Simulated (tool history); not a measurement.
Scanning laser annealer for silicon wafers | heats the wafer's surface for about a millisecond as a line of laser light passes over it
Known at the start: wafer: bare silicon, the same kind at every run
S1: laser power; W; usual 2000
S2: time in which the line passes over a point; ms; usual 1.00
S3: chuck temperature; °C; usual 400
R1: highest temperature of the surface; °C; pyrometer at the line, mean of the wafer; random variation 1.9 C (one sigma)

{"run": 1, "day": 0.0, "S1": 2000, "S2": 1.0, "S3": 400, "R1": 1081}
{"run": 2, "day": 0.338, "S1": 2000, "S2": 1.11, "S3": 400, "R1": 1115}
{"run": 3, "day": 0.721, "S1": 2000, "S2": 1.11, "S3": 400, "R1": 1118}
{"run": 4, "day": 1.112, "S1": 2000, "S2": 1.11, "S3": 400, "R1": 1114}
{"run": 5, "day": 1.558, "S1": 2000, "S2": 1.11, "S3": 400, "R1": 1115}
{"run": 6, "day": 2.0, "S1": 2000, "S2": 0.7, "S3": 400, "R1": 966}
{"run": 7, "day": 2.388, "S1": 2000, "S2": 0.7, "S3": 400, "R1": 967}
{"run": 8, "day": 2.788, "S1": 2000, "S2": 0.7, "S3": 400, "R1": 965}
{"run": 9, "day": 3.117, "S1": 2000, "S2": 1.0, "S3": 400, "R1": 1080}
{"run": 10, "day": 3.367, "S1": 2000, "S2": 1.0, "S3": 401, "R1": 1077}
{"run": 11, "day": 3.792, "S1": 2000, "S2": 1.0, "S3": 401, "R1": 1076}
{"run": 12, "day": 4.25, "S1": 2000, "S2": 1.0, "S3": 400, "R1": 1073}
{"run": 13, "day": 4.612, "S1": 2157, "S2": 1.0, "S3": 400, "R1": 1127}
{"run": 14, "day": 4.933, "S1": 2000, "S2": 0.82, "S3": 400, "R1": 1013}
{"run": 15, "day": 5.167, "S1": 2000, "S2": 0.82, "S3": 400, "R1": 1014}
{"run": 16, "day": 5.483, "S1": 2000, "S2": 1.0, "S3": 400, "R1": 1076}
{"run": 17, "day": 5.917, "S1": 2000, "S2": 1.0, "S3": 400, "R1": 1076}
{"run": 18, "day": 6.233, "S1": 2000, "S2": 1.0, "S3": 400, "R1": 1075}
{"run": 19, "day": 6.508, "S1": 2000, "S2": 0.75, "S3": 400, "R1": 984}
{"run": 20, "day": 6.712, "S1": 2000, "S2": 0.75, "S3": 400, "R1": 984}
{"run": 21, "day": 6.992, "S1": 2000, "S2": 1.0, "S3": 401, "R1": 1077}
{"run": 22, "day": 7.288, "S1": 2070, "S2": 1.25, "S3": 416, "R1": 1196}
{"run": 23, "day": 7.6, "S1": 2070, "S2": 1.25, "S3": 416, "R1": 1196}
{"run": 24, "day": 7.871, "S1": 1722, "S2": 1.24, "S3": 406, "R1": 1048}
{"run": 25, "day": 8.075, "S1": 1776, "S2": 0.99, "S3": 419, "R1": 1010}
{"run": 26, "day": 8.442, "S1": 1733, "S2": 1.17, "S3": 371, "R1": 1000}
{"run": 27, "day": 8.904, "S1": 2188, "S2": 0.83, "S3": 386, "R1": 1061}

The next listed run, before its measurement:
{"run": 28, "day": 9.2, "S1": 1825, "S2": 0.96, "S3": 366, "R1": "?"}

{"run 28": {"R1": 963}}
Without the tool's hidden state the same run would have given R1 1010 °C.

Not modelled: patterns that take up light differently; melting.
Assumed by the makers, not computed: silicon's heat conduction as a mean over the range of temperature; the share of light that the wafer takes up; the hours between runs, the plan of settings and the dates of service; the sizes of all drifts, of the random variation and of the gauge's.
